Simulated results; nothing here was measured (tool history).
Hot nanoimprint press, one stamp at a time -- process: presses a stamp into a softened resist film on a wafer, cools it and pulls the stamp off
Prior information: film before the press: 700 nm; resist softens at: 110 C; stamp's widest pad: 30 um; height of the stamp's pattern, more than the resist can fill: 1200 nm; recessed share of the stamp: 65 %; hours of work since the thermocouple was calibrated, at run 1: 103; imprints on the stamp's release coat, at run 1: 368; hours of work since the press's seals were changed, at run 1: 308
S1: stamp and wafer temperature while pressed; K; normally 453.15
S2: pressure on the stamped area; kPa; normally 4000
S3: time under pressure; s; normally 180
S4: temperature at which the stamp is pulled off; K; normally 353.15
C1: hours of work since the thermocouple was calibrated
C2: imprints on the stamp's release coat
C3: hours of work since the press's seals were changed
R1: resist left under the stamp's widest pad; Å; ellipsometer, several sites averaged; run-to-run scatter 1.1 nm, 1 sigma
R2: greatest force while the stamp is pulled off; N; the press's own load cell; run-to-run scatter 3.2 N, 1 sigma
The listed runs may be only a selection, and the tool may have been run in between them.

{"run": 1, "day": 0.0, "S1": 453.15, "S2": 4000, "S3": 180, "S4": 353.15, "C1": 103, "C2": 368, "C3": 308, "R1": 4138, "R2": 176}
{"run": 2, "day": 1.033, "S1": 453.15, "S2": 4000, "S3": 180, "S4": 353.15, "C1": 117, "C2": 419, "C3": 323, "R1": 4150, "R2": 177}
{"run": 3, "day": 1.796, "S1": 453.15, "S2": 4000, "S3": 180, "S4": 353.15, "C1": 128, "C2": 457, "C3": 333, "R1": 4126, "R2": 175}
{"run": 4, "day": 2.808, "S1": 453.15, "S2": 4000, "S3": 180, "S4": 353.15, "C1": 142, "C2": 507, "C3": 347, "R1": 4137, "R2": 177}
{"run": 5, "day": 3.642, "S1": 453.15, "S2": 4000, "S3": 180, "S4": 353.15, "C1": 154, "C2": 549, "C3": 359, "R1": 4118, "R2": 174}
{"run": 6, "day": 4.375, "S1": 453.15, "S2": 3940, "S3": 180, "S4": 353.15, "C1": 164, "C2": 585, "C3": 369, "R1": 4163, "R2": 176}
{"run": 7, "day": 5.858, "S1": 453.15, "S2": 3940, "S3": 180, "S4": 353.15, "C1": 185, "C2": 659, "C3": 390, "R1": 4128, "R2": 175}

What does the tool deliver on the next run?
{"run": 8, "day": 6.854, "S1": 441.15, "S2": 4000, "S3": 180, "S4": 339.15, "C1": 198, "C2": 708, "C3": 404, "R1": "?", "R2": "?"}

R1: 5523 Å
R2: 206 N
Take away the tool's hidden state, keep the run-to-run variation as it was, and the same run would have given R1 5557 Å, R2 196 N.
